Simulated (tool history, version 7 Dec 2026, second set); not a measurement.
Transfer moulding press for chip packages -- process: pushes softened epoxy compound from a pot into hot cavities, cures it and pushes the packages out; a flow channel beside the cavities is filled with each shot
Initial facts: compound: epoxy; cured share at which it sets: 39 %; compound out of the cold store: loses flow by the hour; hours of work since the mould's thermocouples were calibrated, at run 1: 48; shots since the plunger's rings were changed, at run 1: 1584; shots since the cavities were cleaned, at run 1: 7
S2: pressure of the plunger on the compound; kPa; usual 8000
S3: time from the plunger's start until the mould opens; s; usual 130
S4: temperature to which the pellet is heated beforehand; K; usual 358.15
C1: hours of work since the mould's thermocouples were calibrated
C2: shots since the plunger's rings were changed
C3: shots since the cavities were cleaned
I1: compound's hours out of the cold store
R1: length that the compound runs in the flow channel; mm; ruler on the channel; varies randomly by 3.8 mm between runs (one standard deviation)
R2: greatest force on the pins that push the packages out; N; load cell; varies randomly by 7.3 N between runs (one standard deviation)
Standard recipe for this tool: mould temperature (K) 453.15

run 1 hour=0.0 | mould_temperature_(K)=453.15 S2=8000 S3=130 S4=358.15 | C1=48 C2=1584 C3=7 | I1=32.6 | R1=817 R2=320
run 2 hour=40.2 | mould_temperature_(K)=447.15 S2=8000 S3=130 S4=358.15 | C1=67 C2=1842 C3=265 | I1=33.9 | R1=844 R2=435
run 3 hour=107.6 | mould_temperature_(K)=453.15 S2=8000 S3=130 S4=358.15 | C1=97 C2=2275 C3=698 | I1=20.8 | R1=865 R2=328
-- hour=142.9 cavities cleaned with cleaning compound and waxed
run 4 hour=171.3 | mould_temperature_(K)=453.15 S2=8000 S3=130 S4=358.15 | C1=126 C2=2674 C3=182 | I1=35.8 | R1=806 R2=314
run 5 hour=223.7 | mould_temperature_(K)=453.15 S2=8000 S3=130 S4=358.15 | C1=150 C2=3011 C3=519 | I1=23.9 | R1=847 R2=308
run 6 hour=255.1 | mould_temperature_(K)=453.15 S2=8000 S3=130 S4=358.15 | C1=164 C2=3213 C3=721 | I1=8.4 | R1=901 R2=337
-- hour=284.9 cavities cleaned with cleaning compound and waxed
run 7 hour=320.4 | mould_temperature_(K)=447.15 S2=8000 S3=161 S4=353.15 | C1=193 C2=3622 C3=228 | I1=14.0 | R1=913 R2=328
run 8 hour=364.5 | mould_temperature_(K)=453.15 S2=8330 S3=130 S4=355.15 | C1=213 C2=3905 C3=511 | I1=25.7 | R1=866 R2=325

Run 9 is up next; what results do you expect?
-- hour=426.8 cavities cleaned with cleaning compound and waxed
run 9 hour=426.8 | mould_temperature_(K)=453.15 S2=8330 S3=130 S4=355.15 | C1=241 C2=4296 C3=0 | I1=24.6 | R1=? R2=?

R1: 867 mm
R2: 308 N
With the hidden condition absent and the run-to-run variation left alone, this run would have shown R1 868 mm, R2 307 N.
